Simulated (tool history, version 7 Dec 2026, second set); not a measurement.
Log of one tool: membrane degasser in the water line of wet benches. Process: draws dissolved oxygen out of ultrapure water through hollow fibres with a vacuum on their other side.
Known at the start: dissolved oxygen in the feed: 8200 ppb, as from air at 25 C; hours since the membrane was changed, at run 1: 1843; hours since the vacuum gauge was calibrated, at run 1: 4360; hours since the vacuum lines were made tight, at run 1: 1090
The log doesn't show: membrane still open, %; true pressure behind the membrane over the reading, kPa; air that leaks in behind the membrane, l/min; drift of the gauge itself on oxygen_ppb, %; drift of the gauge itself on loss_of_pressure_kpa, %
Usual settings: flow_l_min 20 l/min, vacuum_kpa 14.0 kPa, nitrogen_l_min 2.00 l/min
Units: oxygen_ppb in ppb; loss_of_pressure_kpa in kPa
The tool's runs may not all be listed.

run    hour  flow_l_min  vacuum_kpa  nitrogen_l_min  hours since the membrane was changed  hours since the vacuum gauge was calibrated  hours since the vacuum lines were made tight  oxygen_ppb  loss_of_pressure_kpa
  1     0.0          20        14.0            2.00                                  1843                                         4360                                          1090       270.6                 56.08
  2   123.5          20        14.0            2.00                                  1967                                         4483                                          1213       268.5                 56.05
  3   233.8          20        14.0            2.00                                  2077                                         4594                                          1323       269.4                 56.20
  4   355.5          20        14.0            2.00                                  2199                                         4715                                          1445       269.9                 56.53
  5   450.7          20        14.0            2.00                                  2294                                         4811                                          1540       269.3                 56.26
  6   514.8          20        14.0            2.00                                  2358                                         4875                                          1604       270.0                 56.12
  7   609.3          14        14.0            2.00                                  2453                                         4969                                          1699       186.2                 39.28
  8   726.0          14        14.0            2.00                                  2569                                         5086                                          1816       186.6                 39.48
  9   822.3          14        14.0            2.00                                  2666                                         5182                                          1912       186.7                 39.27
 10   878.1          14        14.0            1.79                                  2722                                         5238                                          1968       207.4                 39.69
 11   937.8          20        14.0            2.00                                  2781                                         5298                                          2027       268.9                 56.31
 12  1070.6          20        26.7            3.48                                  2914                                         5431                                          2160       334.1                 55.95
 13  1159.8          16        26.7            1.54                                  3003                                         5520                                          2249       557.7                 45.17
 14  1289.0          16        26.7            1.54                                  3132                                         5649                                          2379       554.9                 45.11
 15  1350.0          24        22.6            3.86                                  3193                                         5710                                          2440       320.1                 67.63
     1396.1  -- vacuum gauge calibrated
 16  1474.0          24        22.6            3.86                                  3317                                           78                                          2563       319.1                 68.07
 17  1554.0          20        14.0            1.32                                  3397                                          158                                          2643       378.6                 56.48
 18  1651.2          20        14.0            1.32                                  3494                                          255                                          2740       379.6                 56.55
 19  1718.2          26        30.0            2.56                                  3561                                          322                                          2807       648.9                 73.19
 20  1789.1          27        14.3            1.92                                  3632                                          393                                          2878       405.6                 76.45
 21  1843.8          14        12.0            2.00                                  3687                                          448                                          2933       149.6                 39.63
 22  1922.8          14        12.0            2.00                                  3766                                          527                                          3012       150.2                 39.40

5 ways to go on from here, each from the tool as it stands after run 22. What would each give?
  A  1993.5          14        12.0            2.30                                  3836                                          597                                          3083           ?                     ?
  B  1993.5          14        14.0            2.04                                  3836                                          597                                          3083           ?                     ?
  C  1993.5          20        14.6            2.79                                  3836                                          597                                          3083           ?                     ?
  D  1993.5          14        23.0            2.00                                  3836                                          597                                          3083           ?                     ?
  E  1993.5          19        34.1            0.81                                  3836                                          597                                          3083           ?                     ?

run  oxygen_ppb  loss_of_pressure_kpa
  A       131.9                 39.67
  B       180.2                 39.51
  C       211.2                 56.43
  D       330.3                 39.54
  E      1376.9                 53.50
Without the tool's hidden state the same runs would have given:
run  oxygen_ppb  loss_of_pressure_kpa
  A       129.6                 39.14
  B       177.3                 38.98
  C       207.8                 55.67
  D       325.4                 39.01
  E      1367.3                 52.78
